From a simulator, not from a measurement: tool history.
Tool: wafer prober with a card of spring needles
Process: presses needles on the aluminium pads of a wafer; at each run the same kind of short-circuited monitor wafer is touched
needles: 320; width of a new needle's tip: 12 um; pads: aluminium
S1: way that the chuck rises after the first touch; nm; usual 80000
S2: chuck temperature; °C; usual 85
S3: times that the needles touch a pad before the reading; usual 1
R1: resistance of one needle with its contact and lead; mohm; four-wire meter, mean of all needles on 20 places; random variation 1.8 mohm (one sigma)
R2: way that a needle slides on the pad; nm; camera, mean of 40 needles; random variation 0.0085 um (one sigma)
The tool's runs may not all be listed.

run 1 hour=0 | S1=80000 S2=85 S3=1 | R1=192 R2=11346
-- hour=4.3 tips cleaned on abrasive film
-- hour=16.4 tips cleaned on abrasive film
run 2 hour=18.9 | S1=63000 S2=85 S3=1 | R1=197 R2=8919
-- hour=28.4 tips cleaned on abrasive film
-- hour=40.2 tips cleaned on abrasive film
-- hour=51.6 tips cleaned on abrasive film
run 3 hour=51.6 | S1=63000 S2=85 S3=1 | R1=192 R2=8936
-- hour=64.3 tips cleaned on abrasive film
-- hour=67.2 height of the first contact set anew
-- hour=75.8 tips cleaned on abrasive film
run 4 hour=75.8 | S1=84000 S2=85 S3=1 | R1=191 R2=11891
-- hour=86.3 tips cleaned on abrasive film
-- hour=97.3 tips cleaned on abrasive film
run 5 hour=99.6 | S1=84000 S2=85 S3=2 | R1=191 R2=11910
-- hour=109.5 tips cleaned on abrasive film
-- hour=121.6 tips cleaned on abrasive film
run 6 hour=129.1 | S1=84000 S2=85 S3=2 | R1=193 R2=11896
-- hour=134 tips cleaned on abrasive film
-- hour=146.1 tips cleaned on abrasive film
-- hour=156.9 tips cleaned on abrasive film
run 7 hour=161.4 | S1=84000 S2=85 S3=2 | R1=192 R2=11883
-- hour=168.9 tips cleaned on abrasive film
-- hour=180.7 tips cleaned on abrasive film
-- hour=193.3 tips cleaned on abrasive film
run 8 hour=201.2 | S1=80000 S2=85 S3=1 | R1=193 R2=11322
-- hour=205 tips cleaned on abrasive film
-- hour=216 tips cleaned on abrasive film
run 9 hour=220.7 | S1=80000 S2=85 S3=1 | R1=189 R2=11296
-- hour=228 tips cleaned on abrasive film
run 10 hour=237.9 | S1=80000 S2=85 S3=1 | R1=190 R2=11314
-- hour=240.6 tips cleaned on abrasive film
-- hour=250.5 height of the first contact set anew
-- hour=252.9 tips cleaned on abrasive film
run 11 hour=257.8 | S1=91000 S2=27 S3=3 | R1=173 R2=12867
-- hour=264.1 tips cleaned on abrasive film
-- hour=275.3 tips cleaned on abrasive film
-- hour=287.8 tips cleaned on abrasive film
run 12 hour=295.5 | S1=91000 S2=81 S3=3 | R1=189 R2=12853
-- hour=300.1 tips cleaned on abrasive film
-- hour=312.5 tips cleaned on abrasive film
-- hour=323.2 tips cleaned on abrasive film
run 13 hour=332.5 | S1=69000 S2=85 S3=1 | R1=191 R2=9743
-- hour=334.9 tips cleaned on abrasive film
-- hour=346.6 tips cleaned on abrasive film
-- hour=359.6 tips cleaned on abrasive film
run 14 hour=361 | S1=91000 S2=85 S3=1 | R1=190 R2=12844
-- hour=371.2 tips cleaned on abrasive film
-- hour=383.5 tips cleaned on abrasive film
run 15 hour=383.5 | S1=80000 S2=85 S3=2 | R1=188 R2=11292
-- hour=396.1 tips cleaned on abrasive film
run 16 hour=403 | S1=70000 S2=35 S3=1 | R1=181 R2=9885
-- hour=408.3 tips cleaned on abrasive film
-- hour=421.1 tips cleaned on abrasive film
run 17 hour=424.2 | S1=80000 S2=85 S3=2 | R1=190 R2=11290
-- hour=434 tips cleaned on abrasive film
-- hour=434.3 height of the first contact set anew
-- hour=445.9 tips cleaned on abrasive film
run 18 hour=453.2 | S1=65000 S2=50 S3=2 | R1=186 R2=9162
-- hour=457.8 tips cleaned on abrasive film
-- hour=470.1 tips cleaned on abrasive film
-- hour=482.2 tips cleaned on abrasive film
run 19 hour=490.3 | S1=79000 S2=104 S3=2 | R1=194 R2=11122

4 ways to go on from here, each from the tool as it stands after run 19. What would each give?
-- hour=493 tips cleaned on abrasive film
-- hour=505.6 tips cleaned on abrasive film
run A hour=515.4 | S1=64000 S2=56 S3=3 | R1=? R2=?
-- hour=493 tips cleaned on abrasive film
-- hour=505.6 tips cleaned on abrasive film
run B hour=515.4 | S1=80000 S2=58 S3=1 | R1=? R2=?
-- hour=493 tips cleaned on abrasive film
-- hour=505.6 tips cleaned on abrasive film
run C hour=515.4 | S1=80000 S2=47 S3=1 | R1=? R2=?
-- hour=493 tips cleaned on abrasive film
-- hour=505.6 tips cleaned on abrasive film
run D hour=515.4 | S1=91000 S2=31 S3=1 | R1=? R2=?

run=A R1=188 R2=9025
run=B R1=184 R2=11293
run=C R1=180 R2=11271
run=D R1=178 R2=12816
Without the tool's hidden state the same runs would have given:
run=A R1=188 R2=9087
run=B R1=184 R2=11369
run=C R1=180 R2=11348
run=D R1=178 R2=12903
